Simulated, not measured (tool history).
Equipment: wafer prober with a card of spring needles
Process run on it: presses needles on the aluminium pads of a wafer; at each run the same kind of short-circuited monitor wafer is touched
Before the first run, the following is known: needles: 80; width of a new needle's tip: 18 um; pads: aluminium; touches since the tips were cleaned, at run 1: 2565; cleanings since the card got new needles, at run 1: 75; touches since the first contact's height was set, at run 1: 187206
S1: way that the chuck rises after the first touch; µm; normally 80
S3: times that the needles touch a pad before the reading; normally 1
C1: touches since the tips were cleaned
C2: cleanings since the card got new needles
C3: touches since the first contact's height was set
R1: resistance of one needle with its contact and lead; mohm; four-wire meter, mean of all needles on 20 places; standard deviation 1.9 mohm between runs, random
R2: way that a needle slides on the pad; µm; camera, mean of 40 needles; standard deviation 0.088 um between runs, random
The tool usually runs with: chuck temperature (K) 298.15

{"run": 1, "hour": 0.0, "S1": 80, "chuck temperature (K)": 298.15, "S3": 1, "C1": 2565, "C2": 75, "C3": 187206, "R1": 229, "R2": 21.27}
{"hour": 15.6, "done": "tips cleaned on abrasive film"}
{"hour": 30.6, "done": "height of the first contact set anew"}
{"hour": 35.6, "done": "tips cleaned on abrasive film"}
{"run": 2, "hour": 37.8, "S1": 80, "chuck temperature (K)": 298.15, "S3": 1, "C1": 984, "C2": 77, "C3": 3182, "R1": 222, "R2": 21.2}
{"hour": 58.9, "done": "tips cleaned on abrasive film"}
{"run": 3, "hour": 66.0, "S1": 80, "chuck temperature (K)": 298.15, "S3": 1, "C1": 3208, "C2": 78, "C3": 15886, "R1": 227, "R2": 21.18}
{"hour": 79.4, "done": "tips cleaned on abrasive film"}
{"hour": 100.8, "done": "tips cleaned on abrasive film"}
{"run": 4, "hour": 104.4, "S1": 80, "chuck temperature (K)": 318.15, "S3": 1, "C1": 1624, "C2": 80, "C3": 33201, "R1": 232, "R2": 21.22}
{"hour": 125.1, "done": "tips cleaned on abrasive film"}
{"hour": 146.6, "done": "tips cleaned on abrasive film"}
{"hour": 155.4, "done": "height of the first contact set anew, once more"}
{"run": 5, "hour": 158.2, "S1": 80, "chuck temperature (K)": 298.15, "S3": 1, "C1": 5149, "C2": 82, "C3": 1293, "R1": 234, "R2": 22.16}
{"hour": 170.5, "done": "tips cleaned on abrasive film"}
{"hour": 192.1, "done": "tips cleaned on abrasive film"}
{"run": 6, "hour": 196.5, "S1": 80, "chuck temperature (K)": 298.15, "S3": 1, "C1": 2015, "C2": 84, "C3": 18529, "R1": 225, "R2": 22.07}
{"hour": 215.4, "done": "tips cleaned on abrasive film"}
{"hour": 237.5, "done": "tips cleaned on abrasive film"}
{"run": 7, "hour": 239.9, "S1": 80, "chuck temperature (K)": 298.15, "S3": 1, "C1": 1089, "C2": 86, "C3": 38059, "R1": 218, "R2": 21.9}
{"hour": 258.7, "done": "tips cleaned on abrasive film"}
{"hour": 280.0, "done": "tips cleaned on abrasive film"}
{"run": 8, "hour": 283.3, "S1": 80, "chuck temperature (K)": 298.15, "S3": 1, "C1": 1519, "C2": 88, "C3": 57604, "R1": 225, "R2": 21.84}
{"hour": 302.4, "done": "tips cleaned on abrasive film"}
{"hour": 324.9, "done": "tips cleaned on abrasive film"}
{"run": 9, "hour": 329.6, "S1": 80, "chuck temperature (K)": 389.15, "S3": 1, "C1": 2134, "C2": 90, "C3": 78452, "R1": 246, "R2": 21.87}
{"hour": 348.9, "done": "tips cleaned on abrasive film"}
{"hour": 368.9, "done": "tips cleaned on abrasive film"}
{"run": 10, "hour": 376.0, "S1": 80, "chuck temperature (K)": 389.15, "S3": 1, "C1": 3218, "C2": 92, "C3": 99360, "R1": 251, "R2": 21.74}
{"hour": 390.0, "done": "tips cleaned on abrasive film"}
{"run": 11, "hour": 404.1, "S1": 80, "chuck temperature (K)": 389.15, "S3": 1, "C1": 6400, "C2": 93, "C3": 112033, "R1": 259, "R2": 21.69}
{"hour": 412.2, "done": "tips cleaned on abrasive film"}
{"hour": 434.1, "done": "tips cleaned on abrasive film"}
{"run": 12, "hour": 446.9, "S1": 80, "chuck temperature (K)": 389.15, "S3": 1, "C1": 5816, "C2": 95, "C3": 131303, "R1": 257, "R2": 21.63}
{"hour": 454.3, "done": "tips cleaned on abrasive film"}
{"hour": 475.6, "done": "tips cleaned on abrasive film"}
{"hour": 496.9, "done": "tips cleaned on abrasive film"}
{"run": 13, "hour": 500.1, "S1": 80, "chuck temperature (K)": 389.15, "S3": 1, "C1": 1470, "C2": 98, "C3": 155230, "R1": 249, "R2": 21.55}
{"hour": 519.7, "done": "tips cleaned on abrasive film"}
{"hour": 540.8, "done": "tips cleaned on abrasive film"}
{"run": 14, "hour": 559.7, "S1": 80, "chuck temperature (K)": 389.15, "S3": 1, "C1": 8552, "C2": 100, "C3": 182093, "R1": 265, "R2": 21.62}
{"hour": 563.3, "done": "tips cleaned on abrasive film"}
{"hour": 586.1, "done": "tips cleaned on abrasive film"}
{"hour": 601.5, "done": "height of the first contact set anew"}
{"hour": 606.4, "done": "tips cleaned on abrasive film"}
{"run": 15, "hour": 617.0, "S1": 88, "chuck temperature (K)": 365.15, "S3": 3, "C1": 4764, "C2": 103, "C3": 6962, "R1": 234, "R2": 24.31}
{"hour": 628.7, "done": "tips cleaned on abrasive film"}
{"run": 16, "hour": 643.9, "S1": 86, "chuck temperature (K)": 298.15, "S3": 3, "C1": 6856, "C2": 104, "C3": 19088, "R1": 221, "R2": 23.63}
{"hour": 652.9, "done": "tips cleaned on abrasive film"}
{"hour": 675.3, "done": "tips cleaned on abrasive film"}
{"run": 17, "hour": 686.6, "S1": 80, "chuck temperature (K)": 395.15, "S3": 1, "C1": 5128, "C2": 106, "C3": 38328, "R1": 259, "R2": 22.01}
{"hour": 696.4, "done": "tips cleaned on abrasive film"}
{"hour": 718.8, "done": "tips cleaned on abrasive film"}
{"hour": 739.8, "done": "tips cleaned on abrasive film"}
{"run": 18, "hour": 743.7, "S1": 80, "chuck temperature (K)": 395.15, "S3": 1, "C1": 1756, "C2": 109, "C3": 64028, "R1": 246, "R2": 21.84}
{"hour": 763.0, "done": "tips cleaned on abrasive film"}
{"hour": 784.9, "done": "tips cleaned on abrasive film"}
{"run": 19, "hour": 798.0, "S1": 92, "chuck temperature (K)": 367.15, "S3": 1, "C1": 5917, "C2": 111, "C3": 88503, "R1": 249, "R2": 25.27}
{"hour": 806.5, "done": "tips cleaned on abrasive film"}
{"hour": 828.5, "done": "tips cleaned on abrasive film"}
{"run": 20, "hour": 829.6, "S1": 80, "chuck temperature (K)": 339.15, "S3": 1, "C1": 497, "C2": 113, "C3": 102705, "R1": 222, "R2": 21.75}
{"hour": 850.0, "done": "tips cleaned on abrasive film"}
{"run": 21, "hour": 856.3, "S1": 80, "chuck temperature (K)": 372.15, "S3": 1, "C1": 2855, "C2": 114, "C3": 114753, "R1": 243, "R2": 21.7}
{"hour": 873.5, "done": "tips cleaned on abrasive film"}
{"run": 22, "hour": 892.1, "S1": 88, "chuck temperature (K)": 305.15, "S3": 2, "C1": 8431, "C2": 115, "C3": 130906, "R1": 230, "R2": 24}
{"hour": 895.0, "done": "tips cleaned on abrasive film"}
{"hour": 916.8, "done": "tips cleaned on abrasive film"}
{"hour": 937.9, "done": "tips cleaned on abrasive film"}
{"run": 23, "hour": 944.3, "S1": 63, "chuck temperature (K)": 305.15, "S3": 2, "C1": 2894, "C2": 118, "C3": 154380, "R1": 236, "R2": 16.93}
{"hour": 959.3, "done": "tips cleaned on abrasive film"}
{"run": 24, "hour": 978.3, "S1": 68, "chuck temperature (K)": 331.15, "S3": 1, "C1": 8617, "C2": 119, "C3": 169713, "R1": 271, "R2": 18.27}
{"hour": 983.1, "done": "tips cleaned on abrasive film"}
{"hour": 1007.1, "done": "tips cleaned on abrasive film"}
{"run": 25, "hour": 1009.1, "S1": 63, "chuck temperature (K)": 321.15, "S3": 2, "C1": 874, "C2": 121, "C3": 183526, "R1": 231, "R2": 16.97}
{"hour": 1030.6, "done": "tips cleaned on abrasive film"}
{"hour": 1048.2, "done": "height of the first contact set anew"}
{"hour": 1052.3, "done": "tips cleaned on abrasive film"}
{"run": 26, "hour": 1054.1, "S1": 80, "chuck temperature (K)": 298.15, "S3": 2, "C1": 822, "C2": 123, "C3": 2616, "R1": 217, "R2": 22.01}
{"hour": 1073.9, "done": "tips cleaned on abrasive film"}
{"hour": 1097.4, "done": "tips cleaned on abrasive film"}
{"run": 27, "hour": 1108.1, "S1": 77, "chuck temperature (K)": 347.15, "S3": 2, "C1": 4827, "C2": 125, "C3": 26962, "R1": 239, "R2": 21.27}
{"hour": 1118.8, "done": "tips cleaned on abrasive film"}
{"hour": 1141.5, "done": "tips cleaned on abrasive film"}
{"run": 28, "hour": 1158.3, "S1": 77, "chuck temperature (K)": 347.15, "S3": 2, "C1": 7616, "C2": 127, "C3": 49595, "R1": 244, "R2": 21.06}

Alternative continuations, all from the tool just after run 28; predict every row:
{"hour": 1163.3, "done": "tips cleaned on abrasive film"}
{"hour": 1186.2, "done": "tips cleaned on abrasive film"}
{"run": "A", "hour": 1192.6, "S1": 77, "chuck temperature (K)": 347.15, "S3": 1, "C1": 2889, "C2": 129, "C3": 64979, "R1": "?", "R2": "?"}
{"hour": 1163.3, "done": "tips cleaned on abrasive film"}
{"hour": 1186.2, "done": "tips cleaned on abrasive film"}
{"run": "B", "hour": 1192.6, "S1": 80, "chuck temperature (K)": 338.15, "S3": 1, "C1": 2889, "C2": 129, "C3": 64979, "R1": "?", "R2": "?"}
{"hour": 1163.3, "done": "tips cleaned on abrasive film"}
{"hour": 1186.2, "done": "tips cleaned on abrasive film"}
{"run": "C", "hour": 1192.6, "S1": 85, "chuck temperature (K)": 381.15, "S3": 2, "C1": 2889, "C2": 129, "C3": 64979, "R1": "?", "R2": "?"}
{"hour": 1163.3, "done": "tips cleaned on abrasive film"}
{"hour": 1186.2, "done": "tips cleaned on abrasive film"}
{"run": "D", "hour": 1192.6, "S1": 94, "chuck temperature (K)": 303.15, "S3": 1, "C1": 2889, "C2": 129, "C3": 64979, "R1": "?", "R2": "?"}
{"hour": 1163.3, "done": "tips cleaned on abrasive film"}
{"hour": 1186.2, "done": "tips cleaned on abrasive film"}
{"run": "E", "hour": 1192.6, "S1": 80, "chuck temperature (K)": 304.15, "S3": 1, "C1": 2889, "C2": 129, "C3": 64979, "R1": "?", "R2": "?"}

run=A R1=244 R2=21.1
run=B R1=240 R2=21.84
run=C R1=240 R2=23.19
run=D R1=228 R2=25.7
run=E R1=230 R2=21.73
Had the tool no hidden state, the same runs would have come out as:
run=A R1=221 R2=21.32
run=B R1=218 R2=22.07
run=C R1=227 R2=23.42
run=D R1=210 R2=25.92
run=E R1=208 R2=21.95
